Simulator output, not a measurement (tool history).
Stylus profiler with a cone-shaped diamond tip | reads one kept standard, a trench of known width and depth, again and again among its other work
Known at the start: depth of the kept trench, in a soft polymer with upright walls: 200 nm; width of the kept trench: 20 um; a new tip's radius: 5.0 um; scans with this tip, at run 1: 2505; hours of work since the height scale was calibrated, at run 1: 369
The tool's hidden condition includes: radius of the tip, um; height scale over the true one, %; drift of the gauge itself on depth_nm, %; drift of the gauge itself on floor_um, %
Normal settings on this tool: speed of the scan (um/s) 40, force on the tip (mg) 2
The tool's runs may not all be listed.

| run | hour | speed of the scan (um/s) | force on the tip (mg) | scans with this tip | hours of work since the height scale was calibrated | depth of the trench (angstrom) | width of the trench's floor (nm) |
|---|---|---|---|---|---|---|---|
| 1 | 0 | 40 | 2 | 2505 | 369 | 2030 | 17000 |
| 2 | 22.8 | 40 | 2 | 2615 | 385 | 2028.6 | 16920 |
| 3 | 37.2 | 40 | 2 | 2685 | 396 | 2029.1 | 17000 |
| 4 | 57.8 | 40 | 2 | 2784 | 410 | 2027.9 | 16930 |
| 5 | 81.3 | 40 | 3.42 | 2898 | 427 | 2039.7 | 16930 |
| 6 | 98 | 40 | 3.42 | 2979 | 439 | 2041.5 | 16930 |
| 7 | 131.7 | 74 | 2 | 3142 | 463 | 2029.9 | 16830 |
|  | 133.7 | height scale calibrated on a step standard |
| 8 | 151.4 | 74 | 2 | 3234 | 13 | 2028.2 | 16890 |
| 9 | 181 | 40 | 0.75 | 3377 | 34 | 2016 | 16860 |
|  | 208.1 | height scale calibrated on a step standard, once more |
| 10 | 210.2 | 40 | 0.75 | 3516 | 1 | 2012.8 | 16790 |
| 11 | 225.5 | 40 | 0.75 | 3590 | 12 | 2011.1 | 16820 |
| 12 | 255.4 | 40 | 0.75 | 3734 | 34 | 2012.3 | 16810 |
| 13 | 288.6 | 40 | 0.85 | 3895 | 57 | 2013.2 | 16820 |
| 14 | 307.2 | 40 | 0.85 | 3984 | 70 | 2014.1 | 16790 |
| 15 | 334.9 | 17 | 3.96 | 4118 | 90 | 2042.2 | 16970 |
| 16 | 365.8 | 16 | 4.13 | 4268 | 112 | 2042.8 | 16950 |
| 17 | 388.5 | 24 | 4.14 | 4377 | 128 | 2043 | 16920 |
| 18 | 407.2 | 40 | 2.8 | 4467 | 142 | 2034.5 | 16950 |
| 19 | 437.7 | 91 | 2.33 | 4615 | 163 | 2029.3 | 16750 |
| 20 | 470.6 | 91 | 2.33 | 4774 | 187 | 2029.6 | 16660 |
| 21 | 503.7 | 33 | 2 | 4934 | 210 | 2026.2 | 16850 |
| 22 | 537.6 | 63 | 5.26 | 5097 | 234 | 2053.2 | 16850 |
| 23 | 554.3 | 29 | 4.85 | 5178 | 246 | 2048.3 | 16930 |
| 24 | 574.9 | 29 | 4.85 | 5277 | 261 | 2049.1 | 16870 |
| 25 | 606.4 | 45 | 1.16 | 5429 | 283 | 2019.1 | 16730 |
| 26 | 638.4 | 15 | 3.67 | 5584 | 306 | 2042.3 | 16870 |

Predict each of these 5 candidate next runs independently; none follows another, all start after run 26:
| A | 657.7 | 63 | 3.03 | 5677 | 320 | ? | ? |
| B | 657.7 | 20 | 1.85 | 5677 | 320 | ? | ? |
| C | 657.7 | 26 | 4.12 | 5677 | 320 | ? | ? |
| D | 657.7 | 28 | 3.67 | 5677 | 320 | ? | ? |
| E | 657.7 | 15 | 5.81 | 5677 | 320 | ? | ? |

| run | depth of the trench (angstrom) | width of the trench's floor (nm) |
|---|---|---|
| A | 2036.6 | 16700 |
| B | 2025.7 | 16820 |
| C | 2043.2 | 16910 |
| D | 2041.4 | 16860 |
| E | 2056 | 16900 |
Take away the tool's hidden state, keep each run's random variation, and the runs would have read:
| run | depth of the trench (angstrom) | width of the trench's floor (nm) |
|---|---|---|
| A | 2037.3 | 16990 |
| B | 2026.4 | 17100 |
| C | 2043.9 | 17190 |
| D | 2042.1 | 17140 |
| E | 2056.7 | 17190 |
